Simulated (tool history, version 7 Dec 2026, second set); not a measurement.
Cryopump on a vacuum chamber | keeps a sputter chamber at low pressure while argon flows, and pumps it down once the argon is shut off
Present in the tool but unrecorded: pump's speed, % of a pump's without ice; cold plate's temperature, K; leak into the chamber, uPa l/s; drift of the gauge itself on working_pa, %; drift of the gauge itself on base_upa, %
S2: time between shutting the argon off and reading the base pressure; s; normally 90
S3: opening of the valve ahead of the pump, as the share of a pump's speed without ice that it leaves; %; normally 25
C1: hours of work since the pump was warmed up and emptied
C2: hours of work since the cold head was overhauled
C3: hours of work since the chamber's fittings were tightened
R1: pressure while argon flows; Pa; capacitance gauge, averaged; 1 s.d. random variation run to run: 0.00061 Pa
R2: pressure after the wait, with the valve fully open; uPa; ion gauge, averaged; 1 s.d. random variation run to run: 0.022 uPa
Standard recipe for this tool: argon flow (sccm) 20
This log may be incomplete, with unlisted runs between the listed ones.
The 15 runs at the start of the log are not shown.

Run 16, hour 637.3: usual settings but argon flow (sccm) 24; C1 244; C2 1323; C3 435. Result: R1 0.1107 Pa, R2 1.01 uPa.
Run 17, hour 690.8: usual settings but argon flow (sccm) 24; C1 276; C2 1355; C3 467. Result: R1 0.111 Pa, R2 1.05 uPa.
Run 18, hour 738.9: usual settings but argon flow (sccm) 24; C1 305; C2 1384; C3 496. Result: R1 0.1118 Pa, R2 1.08 uPa.
Run 19, hour 802.2: usual settings but argon flow (sccm) 24; C1 343; C2 1422; C3 534. Result: R1 0.1135 Pa, R2 1.12 uPa.
Run 20, hour 860.4: usual settings but argon flow (sccm) 14, S2 255 s, S3 18 %; C1 378; C2 1458; C3 569. Result: R1 0.0901 Pa, R2 0.96 uPa.
Run 21, hour 916.3: usual settings but S2 32 s, S3 49 %; C1 412; C2 1491; C3 603. Result: R1 0.0528 Pa, R2 2.04 uPa.
Run 22, hour 969.8: usual settings but S2 32 s, S3 49 %; C1 444; C2 1523; C3 635. Result: R1 0.0532 Pa, R2 2.08 uPa.
Run 23, hour 1031.6: usual settings but S2 32 s, S3 49 %; C1 482; C2 1561; C3 673. Result: R1 0.0535 Pa, R2 2.14 uPa.
Run 24, hour 1067.7: usual settings but S2 32 s, S3 49 %; C1 503; C2 1583; C3 694. Result: R1 0.0538 Pa, R2 2.13 uPa.
Run 25, hour 1123: usual settings but argon flow (sccm) 22; C1 537; C2 1616; C3 728. Result: R1 0.108 Pa, R2 1.49 uPa.
At hour 1131.7: pump warmed up, emptied and cooled again.
Run 26, hour 1177.7: usual settings but argon flow (sccm) 22; C1 28; C2 1646; C3 758. Result: R1 0.0981 Pa, R2 1.18 uPa.
Run 27, hour 1234.1: usual settings but argon flow (sccm) 39; C1 62; C2 1680; C3 792. Result: R1 0.1771 Pa, R2 1.28 uPa.
Run 28, hour 1299.6: usual settings but argon flow (sccm) 33, S2 41 s, S3 40 %; C1 101; C2 1719; C3 831. Result: R1 0.0956 Pa, R2 1.83 uPa.
Run 29, hour 1358.5: usual settings but argon flow (sccm) 33, S2 41 s, S3 40 %; C1 137; C2 1755; C3 867. Result: R1 0.0962 Pa, R2 1.83 uPa.
Run 30, hour 1420.2: usual settings but S3 54 %; C1 174; C2 1792; C3 904. Result: R1 0.0443 Pa, R2 1.37 uPa.
Run 31, hour 1471.9: usual settings but S3 54 %; C1 205; C2 1823; C3 935. Result: R1 0.0445 Pa, R2 1.44 uPa.
Run 32, hour 1527.7: usual settings but S3 54 %; C1 239; C2 1857; C3 969. Result: R1 0.0448 Pa, R2 1.49 uPa.
Run 33, hour 1587.9: usual settings but S2 201 s, S3 44 %; C1 275; C2 1893; C3 1005. Result: R1 0.0552 Pa, R2 1.33 uPa.
Run 34, hour 1644.6: usual settings but argon flow (sccm) 28, S2 59 s, S3 40 %; C1 309; C2 1927; C3 1039. Result: R1 0.0849 Pa, R2 1.77 uPa.

Each row is a separate what-if for the run after 34, all from the same tool condition, not one after another. Results?
Run A, hour 1674.1: usual settings but argon flow (sccm) 12, S2 26 s, S3 57 %; C1 327; C2 1945; C3 1057. Result: R1 ?, R2 ?.
Run B, hour 1674.1: usual settings but argon flow (sccm) 17, S2 66 s, S3 47 %; C1 327; C2 1945; C3 1057. Result: R1 ?, R2 ?.
Run C, hour 1674.1: usual settings but argon flow (sccm) 23, S2 283 s, S3 47 %; C1 327; C2 1945; C3 1057. Result: R1 ?, R2 ?.
Run D, hour 1674.1: usual settings but argon flow (sccm) 9, S2 45 s, S3 48 %; C1 327; C2 1945; C3 1057. Result: R1 ?, R2 ?.

run      R1    R2
  A  0.0262  2.66
  B  0.0438  1.76
  C  0.0606  1.31
  D  0.0223  2.02
Without the tool's unlogged condition, the same runs would have read:
run      R1    R2
  A  0.0229  1.64
  B  0.0392  0.75
  C  0.0544  0.33
  D  0.0198  1.03

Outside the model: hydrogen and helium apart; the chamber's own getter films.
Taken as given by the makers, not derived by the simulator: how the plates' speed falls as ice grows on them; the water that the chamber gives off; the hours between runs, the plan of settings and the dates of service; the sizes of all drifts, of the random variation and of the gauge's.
